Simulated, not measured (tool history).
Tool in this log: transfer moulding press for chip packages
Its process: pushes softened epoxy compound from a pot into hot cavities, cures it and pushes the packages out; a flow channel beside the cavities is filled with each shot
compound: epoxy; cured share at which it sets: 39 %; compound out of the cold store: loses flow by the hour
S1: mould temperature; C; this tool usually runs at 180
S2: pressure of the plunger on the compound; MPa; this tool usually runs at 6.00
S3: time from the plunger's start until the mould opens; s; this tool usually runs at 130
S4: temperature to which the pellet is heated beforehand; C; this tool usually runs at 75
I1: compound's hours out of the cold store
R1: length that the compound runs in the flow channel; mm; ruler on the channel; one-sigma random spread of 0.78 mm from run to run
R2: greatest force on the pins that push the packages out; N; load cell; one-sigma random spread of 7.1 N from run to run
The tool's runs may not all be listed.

run 1 day=0.000 | S1=180 S2=6.00 S3=130 S4=75 | I1=16.2 | R1=691.0 R2=300
run 2 day=0.671 | S1=180 S2=6.00 S3=130 S4=75 | I1=31.3 | R1=652.0 R2=305
-- day=1.300 cavities cleaned with cleaning compound and waxed
run 3 day=1.667 | S1=180 S2=6.00 S3=130 S4=75 | I1=28.6 | R1=658.0 R2=296
run 4 day=2.067 | S1=180 S2=6.00 S3=130 S4=75 | I1=43.8 | R1=620.8 R2=295
run 5 day=2.912 | S1=180 S2=6.00 S3=130 S4=75 | I1=10.0 | R1=708.2 R2=287
run 6 day=3.450 | S1=180 S2=6.00 S3=130 S4=75 | I1=23.5 | R1=671.0 R2=304
run 7 day=3.929 | S1=180 S2=6.00 S3=130 S4=75 | I1=29.7 | R1=655.0 R2=310
run 8 day=4.421 | S1=188 S2=6.00 S3=130 S4=75 | I1=40.4 | R1=604.1 R2=266
run 9 day=5.062 | S1=180 S2=6.00 S3=130 S4=75 | I1=44.8 | R1=620.8 R2=297
-- day=5.483 plunger's sealing rings changed
run 10 day=5.704 | S1=180 S2=6.00 S3=130 S4=75 | I1=29.3 | R1=656.2 R2=309
-- day=6.067 cavities cleaned with cleaning compound and waxed
run 11 day=6.321 | S1=181 S2=6.00 S3=130 S4=75 | I1=25.5 | R1=663.5 R2=282
run 12 day=6.742 | S1=181 S2=6.00 S3=130 S4=75 | I1=25.6 | R1=662.7 R2=285
run 13 day=7.496 | S1=181 S2=6.00 S3=130 S4=75 | I1=22.6 | R1=670.1 R2=299
run 14 day=8.338 | S1=181 S2=6.00 S3=130 S4=75 | I1=36.0 | R1=637.9 R2=299
run 15 day=9.117 | S1=180 S2=5.78 S3=130 S4=78 | I1=19.9 | R1=667.5 R2=305
run 16 day=9.521 | S1=187 S2=7.11 S3=119 S4=84 | I1=44.0 | R1=652.4 R2=267
run 17 day=10.004 | S1=175 S2=7.11 S3=119 S4=84 | I1=12.4 | R1=786.2 R2=490
run 18 day=10.404 | S1=180 S2=6.23 S3=130 S4=75 | I1=29.8 | R1=667.2 R2=295
-- day=10.679 cavities cleaned with cleaning compound and waxed
run 19 day=11.196 | S1=186 S2=6.00 S3=130 S4=75 | I1=31.4 | R1=631.6 R2=270
run 20 day=11.942 | S1=180 S2=6.00 S3=120 S4=66 | I1=14.2 | R1=696.5 R2=334
run 21 day=12.329 | S1=180 S2=6.00 S3=120 S4=66 | I1=14.2 | R1=697.3 R2=344
run 22 day=13.250 | S1=180 S2=6.00 S3=120 S4=66 | I1=11.4 | R1=703.9 R2=343
run 23 day=13.888 | S1=180 S2=5.49 S3=161 S4=81 | I1=28.4 | R1=629.8 R2=263
run 24 day=14.454 | S1=185 S2=6.73 S3=145 S4=83 | I1=45.2 | R1=638.1 R2=261
-- day=15.296 cavities cleaned with cleaning compound and waxed
run 25 day=15.296 | S1=173 S2=6.95 S3=170 S4=71 | I1=17.0 | R1=771.6 R2=298
run 26 day=15.800 | S1=187 S2=5.04 S3=170 S4=71 | I1=46.6 | R1=546.5 R2=271
run 27 day=16.396 | S1=187 S2=5.04 S3=170 S4=71 | I1=43.6 | R1=549.6 R2=270

5 options for the next run, each taken on its own from the tool as it stands now. Forecast them:
run A day=17.154 | S1=177 S2=5.04 S3=170 S4=71 | I1=34.8 | R1=? R2=?
run B day=17.154 | S1=187 S2=5.62 S3=121 S4=76 | I1=26.7 | R1=? R2=?
run C day=17.154 | S1=187 S2=6.00 S3=130 S4=75 | I1=34.7 | R1=? R2=?
run D day=17.154 | S1=187 S2=5.09 S3=170 S4=71 | I1=35.8 | R1=? R2=?
run E day=17.154 | S1=183 S2=6.00 S3=130 S4=75 | I1=18.6 | R1=? R2=?

run=A R1=599.4 R2=268
run=B R1=617.6 R2=271
run=C R1=621.8 R2=270
run=D R1=570.0 R2=268
run=E R1=673.3 R2=271
Without the tool's unlogged condition, the same runs would have read:
run=A R1=599.5 R2=267
run=B R1=617.7 R2=270
run=C R1=621.9 R2=269
run=D R1=570.1 R2=267
run=E R1=673.4 R2=270
